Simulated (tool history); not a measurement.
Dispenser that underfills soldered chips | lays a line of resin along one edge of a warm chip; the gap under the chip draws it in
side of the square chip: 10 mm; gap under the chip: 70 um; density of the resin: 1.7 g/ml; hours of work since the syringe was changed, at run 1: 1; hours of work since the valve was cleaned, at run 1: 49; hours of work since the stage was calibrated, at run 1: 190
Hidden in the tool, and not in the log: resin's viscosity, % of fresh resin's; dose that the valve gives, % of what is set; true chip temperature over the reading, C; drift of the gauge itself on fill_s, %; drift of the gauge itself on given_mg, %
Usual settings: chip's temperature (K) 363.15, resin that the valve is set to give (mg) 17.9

run,hour,chip's temperature (K),resin that the valve is set to give (mg),hours of work since the syringe was changed,hours of work since the valve was cleaned,hours of work since the stage was calibrated,time until the resin shows at the far edge (s),resin that the valve gave (mg)
1,0.0,363.15,17.9,1,49,190,55.7,17.16
2,5.1,363.15,17.9,5,53,194,65.7,17.13
# hour 8.7: new syringe of resin
3,9.6,363.15,17.9,1,56,197,56.3,16.85
# hour 15.1: dispensing valve cleaned and set on the balance
4,16.5,363.15,17.9,5,1,202,62.7,17.97
# hour 20.4: new syringe of resin
5,22.1,363.15,17.9,1,5,206,54.5,18.01
6,27.4,363.15,17.9,6,9,210,65.3,17.77
# hour 30.7: new syringe of resin
7,32.1,363.15,17.9,1,13,213,56.2,17.58
8,36.5,363.15,17.9,5,16,217,64.1,17.56
# hour 41.1: new syringe of resin
9,41.6,363.15,17.9,0,20,221,52.6,17.55
10,44.7,363.15,17.9,3,23,223,59.0,17.50
11,48.8,363.15,22.2,6,26,226,64.2,21.72
# hour 51.5: new syringe of resin
12,54.3,363.15,17.2,2,30,231,56.2,16.64
13,60.8,363.15,17.2,7,35,236,70.3,16.73
# hour 62.0: new syringe of resin
14,66.3,363.15,17.2,3,39,240,61.9,16.81
15,69.7,363.15,17.2,6,42,242,68.4,16.61
# hour 72.7: new syringe of resin
16,72.8,363.15,17.2,0,44,245,54.1,16.55
17,77.3,363.15,17.2,4,48,248,61.7,16.45
# hour 83.2: new syringe of resin
18,83.7,363.15,17.2,0,52,253,53.7,16.37
19,90.2,363.15,17.2,6,58,258,64.6,16.30
# hour 93.4: dispensing valve cleaned and set on the balance
# hour 94.9: new syringe of resin
20,96.8,367.15,17.2,2,2,262,48.4,17.11
21,99.7,358.15,18.3,4,5,265,73.8,18.16
22,103.4,356.15,18.3,7,8,268,86.9,18.09
# hour 105.5: new syringe of resin
23,106.3,363.15,18.2,1,10,270,54.5,18.07
24,111.6,368.15,17.5,5,14,274,53.7,17.33
# hour 115.9: new syringe of resin
25,116.3,355.15,19.8,0,17,277,70.5,19.45
26,122.9,365.15,16.3,6,23,282,63.0,15.89
# hour 126.5: new syringe of resin
27,128.8,365.15,16.3,2,27,287,56.5,15.88
28,132.6,352.15,16.3,5,30,290,101.7,15.87
# hour 136.8: new syringe of resin
29,136.9,363.15,21.9,0,33,293,52.8,21.25
30,142.8,352.15,16.2,5,38,298,98.9,15.60
# hour 147.2: new syringe of resin
31,149.1,362.15,20.4,1,43,302,56.2,19.46
32,152.6,363.15,18.6,4,45,305,61.3,17.86
# hour 157.6: new syringe of resin
33,159.4,363.15,19.1,1,50,310,57.4,18.28
34,165.1,358.15,20.7,6,55,315,80.1,19.59

Some steps in time until the resin shows at the far edge (s) between neighbouring runs. How much of each would the tool show without its hidden state too (settings, what came in, random variation), and how much is left for the hidden state, with any gauge scatter that isn't in both results?
Run 22 -> 23: chip's temperature (K) 356.15 -> 363.15, resin that the valve is set to give (mg) 18.3 -> 18.2, new syringe of resin. time until the resin shows at the far edge (s) -32.4: hidden state -17.4, all else -15.0.
Run 27 -> 28: chip's temperature (K) 365.15 -> 352.15. time until the resin shows at the far edge (s) +45.2: hidden state +15.5, all else +29.7.
Run 28 -> 29: chip's temperature (K) 352.15 -> 363.15, resin that the valve is set to give (mg) 16.3 -> 21.9, new syringe of resin. time until the resin shows at the far edge (s) -48.9: hidden state -20.4, all else -28.5.
Run 29 -> 30: chip's temperature (K) 363.15 -> 352.15, resin that the valve is set to give (mg) 21.9 -> 16.2. time until the resin shows at the far edge (s) +46.1: hidden state +18.3, all else +27.8.
